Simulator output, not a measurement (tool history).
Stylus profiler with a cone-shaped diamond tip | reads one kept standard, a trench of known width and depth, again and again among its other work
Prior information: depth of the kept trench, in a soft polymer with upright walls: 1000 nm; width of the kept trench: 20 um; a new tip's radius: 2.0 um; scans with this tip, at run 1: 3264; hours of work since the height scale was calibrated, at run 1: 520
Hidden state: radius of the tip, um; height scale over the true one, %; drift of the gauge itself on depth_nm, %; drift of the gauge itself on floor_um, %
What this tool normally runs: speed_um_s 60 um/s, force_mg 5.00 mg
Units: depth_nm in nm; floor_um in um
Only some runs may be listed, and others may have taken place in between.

run	day	speed_um_s	force_mg	scans with this tip	hours of work since the height scale was calibrated	depth_nm	floor_um
1	0.000	60	5.00	3264	520	1016.78	15.98
2	1.442	60	5.00	3410	544	1017.07	15.97
3	2.679	60	5.00	3536	564	1017.09	15.96
4	4.671	51	5.00	3738	596	1017.02	15.96
5	6.538	51	5.00	3928	626	1016.99	15.92
6	7.725	51	5.00	4048	645	1017.34	15.90
7	9.892	51	5.00	4268	680	1017.28	15.91
8	11.446	51	5.00	4426	705	1017.20	15.88
9	12.650	50	5.00	4548	725	1017.45	15.84
10	14.917	60	5.00	4779	762	1017.59	15.82
11	17.042	60	5.00	4995	796	1017.33	15.82
12	18.192	60	5.00	5111	815	1017.38	15.85
13	20.354	60	5.00	5331	850	1017.37	15.74
14	21.392	60	5.00	5436	866	1017.40	15.68
15	23.483	138	5.00	5649	900	1017.57	15.58
16	24.529	60	7.08	5755	917	1021.72	15.72
17	26.588	60	7.08	5964	951	1021.87	15.70
18	27.712	60	5.00	6078	969	1017.69	15.65
19	29.862	21	5.00	6296	1004	1017.68	15.69
20	31.242	21	5.00	6437	1026	1017.84	15.69
21	33.533	21	5.00	6669	1063	1017.90	15.64
22	34.667	21	5.00	6784	1081	1018.11	15.67
23	36.488	21	5.00	6969	1111	1018.09	15.60
24	38.579	67	5.21	7181	1145	1018.89	15.61
25	39.821	67	5.21	7308	1165	1018.64	15.55
26	42.062	67	7.44	7536	1201	1023.46	15.48
27	43.992	67	7.44	7731	1232	1023.14	15.46
28	46.021	67	5.02	7937	1265	1018.18	15.49
29	46.996	37	2.12	8036	1281	1011.16	15.44
30	48.475	37	2.12	8186	1305	1010.96	15.43
31	49.617	16	3.67	8303	1323	1015.66	15.52
32	51.867	48	5.00	8531	1360	1018.40	15.38
33	52.833	60	2.49	8629	1375	1012.17	15.36
34	54.462	110	5.00	8795	1402	1018.24	15.31
35	56.183	60	14.25	8969	1430	1035.36	15.41
36	57.521	28	6.67	9105	1451	1022.09	15.41
37	59.675	28	12.63	9324	1486	1032.76	15.42
38	61.962	238	8.56	9556	1523	1025.99	15.04
39	63.892	77	9.42	9752	1554	1027.60	15.30
40	65.238	77	9.42	9889	1576	1027.61	15.28
41	67.242	77	9.42	10092	1608	1027.62	15.21
42	69.333	77	9.42	10305	1642	1027.61	15.25
43	71.154	37	2.10	10489	1672	1012.04	15.25
44	72.425	55	3.89	10619	1692	1016.64	15.22

Measured result minus the same run's result without the hidden state. Both carry the same run-to-run variation, though not necessarily the same gauge scatter:
run	depth_nm	floor_um
1	+0.48	-0.46
2	+0.51	-0.48
3	+0.54	-0.48
4	+0.61	-0.51
5	+0.65	-0.53
6	+0.69	-0.54
7	+0.76	-0.57
8	+0.80	-0.59
9	+0.83	-0.60
10	+0.89	-0.63
11	+0.96	-0.65
12	+0.99	-0.66
13	+1.05	-0.69
14	+1.09	-0.70
15	+1.14	-0.72
16	+1.17	-0.74
17	+1.23	-0.76
18	+1.25	-0.77
19	+1.31	-0.80
20	+1.35	-0.81
21	+1.41	-0.84
22	+1.45	-0.85
23	+1.50	-0.88
24	+1.55	-0.89
25	+1.59	-0.91
26	+1.66	-0.93
27	+1.71	-0.95
28	+1.76	-0.98
29	+1.77	-0.99
30	+1.81	-1.00
31	+1.86	-1.02
32	+1.92	-1.04
33	+1.94	-1.05
34	+1.99	-1.06
35	+2.08	-1.09
36	+2.08	-1.10
37	+2.17	-1.12
38	+2.22	-1.14
39	+2.27	-1.16
40	+2.31	-1.17
41	+2.38	-1.19
42	+2.42	-1.21
43	+2.45	-1.23
44	+2.50	-1.25
